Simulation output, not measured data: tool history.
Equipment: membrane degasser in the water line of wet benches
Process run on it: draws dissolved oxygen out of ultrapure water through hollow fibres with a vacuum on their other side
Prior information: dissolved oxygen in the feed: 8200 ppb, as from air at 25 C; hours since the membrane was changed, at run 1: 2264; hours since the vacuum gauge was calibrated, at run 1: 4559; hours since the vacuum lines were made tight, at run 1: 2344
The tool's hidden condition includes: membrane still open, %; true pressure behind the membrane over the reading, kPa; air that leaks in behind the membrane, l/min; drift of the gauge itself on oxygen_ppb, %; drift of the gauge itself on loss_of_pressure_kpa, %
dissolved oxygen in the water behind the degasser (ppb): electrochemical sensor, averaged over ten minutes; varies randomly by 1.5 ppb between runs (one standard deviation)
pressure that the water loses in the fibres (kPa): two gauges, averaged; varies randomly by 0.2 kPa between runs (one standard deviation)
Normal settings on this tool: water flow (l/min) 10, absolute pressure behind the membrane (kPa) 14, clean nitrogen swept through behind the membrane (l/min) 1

run	hour	water flow (l/min)	absolute pressure behind the membrane (kPa)	clean nitrogen swept through behind the membrane (l/min)	hours since the membrane was changed	hours since the vacuum gauge was calibrated	hours since the vacuum lines were made tight	dissolved oxygen in the water behind the degasser (ppb)	pressure that the water loses in the fibres (kPa)
1	0	10	14	1	2264	4559	2344	269.5	45.91
2	42.6	10	14	1	2307	4602	2387	271.6	45.49
3	99.3	10	14	1	2364	4659	2444	270.1	45.79
4	152.4	10	14	1	2417	4712	2497	274.1	45.78
5	233.1	10	14	1	2498	4793	2578	273.9	45.76
6	287.3	10	14	0.9	2552	4847	2632	299.2	45.94
7	330	10	14	0.9	2594	4889	2674	302.6	45.75
8	394.2	10	10.3	1	2659	4954	2739	189.9	45.71
9	461	10	10.3	1	2725	5020	2805	188.2	45.8
10	553.1	10	14	1	2818	5113	2898	274.8	45.88
11	596.2	10	14	1	2861	5156	2941	273.7	45.7
12	654.3	6	14	1	2919	5214	2999	169.4	27.84
13	713.3	10	14	1.77	2978	5273	3058	168.5	46.06
14	800.3	10	14	1.77	3065	5360	3145	168.7	46.28
15	838.8	10	21.5	1	3103	5398	3183	441	46.23
16	903.2	10	14	1	3168	5463	3248	272.1	45.57
17	986.8	10	14	1	3251	5546	3331	273.3	45.74
18	1044.7	10	14	1	3309	5604	3389	272.9	45.92
19	1102.5	7	9.6	0.82	3367	5662	3447	143.2	32.27
20	1153.1	7	9.6	0.82	3418	5713	3498	144.7	32.25
21	1202.4	10	26.8	1	3467	5762	3547	554.8	46.56
22	1245	10	10.3	1	3510	5805	3589	190.8	46.09
23	1313.6	10	26.2	1.06	3578	5873	3658	511.2	45.82
24	1362.5	7	27.4	1	3627	5922	3707	411	32.39
25	1447.1	10	23.1	0.51	3712	6007	3792	836.5	46.08
26	1516.4	6	21.6	0.51	3781	6076	3861	501.8	27.72
27	1588.4	6	18.8	0.51	3853	6148	3933	435.4	27.75
28	1632.4	13	16.6	0.45	3897	6192	3977	801.9	59.49
29	1699.1	10	10.7	0.69	3964	6259	4044	273.6	46.22
30	1768.7	12	14	1	4033	6328	4113	331.6	55.83
31	1805.8	12	14	1	4070	6365	4150	330.1	55.75
32	1892.9	10	11.1	1	4157	6452	4237	209.7	46.31

How would selected steps in dissolved oxygen in the water behind the degasser (ppb) from run to run divide? Give the signed amount a tool lacking its hidden state would still show from settings, what came in and random variation, and the signed amount left for the hidden state, including any gauge scatter that is not in both of the compared results.
Run 20 -> 21: water flow (l/min) 7 -> 10, absolute pressure behind the membrane (kPa) 9.6 -> 26.8, clean nitrogen swept through behind the membrane (l/min) 0.82 -> 1. dissolved oxygen in the water behind the degasser (ppb) +410.1: hidden state +5.5, all else +404.6.
Run 24 -> 25: water flow (l/min) 7 -> 10, absolute pressure behind the membrane (kPa) 27.4 -> 23.1, clean nitrogen swept through behind the membrane (l/min) 1 -> 0.51. dissolved oxygen in the water behind the degasser (ppb) +425.5: hidden state +6.6, all else +418.9.
Run 28 -> 29: water flow (l/min) 13 -> 10, absolute pressure behind the membrane (kPa) 16.6 -> 10.7, clean nitrogen swept through behind the membrane (l/min) 0.45 -> 0.69. dissolved oxygen in the water behind the degasser (ppb) -528.3: hidden state -7.4, all else -520.9.

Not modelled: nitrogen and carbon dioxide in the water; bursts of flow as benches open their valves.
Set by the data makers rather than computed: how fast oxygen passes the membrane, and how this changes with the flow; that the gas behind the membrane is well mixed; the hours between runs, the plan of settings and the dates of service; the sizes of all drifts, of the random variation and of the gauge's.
